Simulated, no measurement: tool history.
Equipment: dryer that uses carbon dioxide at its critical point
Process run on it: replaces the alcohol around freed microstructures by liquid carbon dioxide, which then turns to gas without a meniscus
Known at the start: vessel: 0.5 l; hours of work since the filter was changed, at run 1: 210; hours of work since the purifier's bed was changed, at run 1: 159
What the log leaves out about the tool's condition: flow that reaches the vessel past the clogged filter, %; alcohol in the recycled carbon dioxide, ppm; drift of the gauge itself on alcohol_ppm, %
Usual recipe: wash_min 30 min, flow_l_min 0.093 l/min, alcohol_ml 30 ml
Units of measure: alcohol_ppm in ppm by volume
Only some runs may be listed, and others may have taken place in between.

run,day,wash_min,flow_l_min,alcohol_ml,hours of work since the filter was changed,hours of work since the purifier's bed was changed,alcohol_ppm
1,0,30,0.093,30,210,159,652
# day 0.608: inlet filter changed
2,0.708,30,0.093,30,2,171,434
3,1.238,30,0.093,30,11,180,464
4,1.658,30,0.093,30,19,188,466
5,2.075,30,0.093,108,27,195,1563
6,2.775,30,0.093,108,39,208,1610
7,3.542,30,0.0669,37,53,222,2442
8,4.129,34,0.0715,96,64,233,3083
9,4.45,34,0.0715,96,70,239,3184
10,4.796,34,0.0715,96,76,245,3144
11,5.496,39,0.1,81,89,257,232
12,6.208,22,0.1027,20,102,270,864

Pick out some run-to-run changes in alcohol_ppm. Of each, how much would a tool without hidden state show as well, from the settings, what came in and chance, and how much is left for the hidden state and any gauge scatter not in both results compared?
Run 10 -> 11: wash_min 34 -> 39, flow_l_min 0.0715 -> 0.1, alcohol_ml 96 -> 81. alcohol_ppm -2912 ppm by volume: hidden state -367, all else -2545.
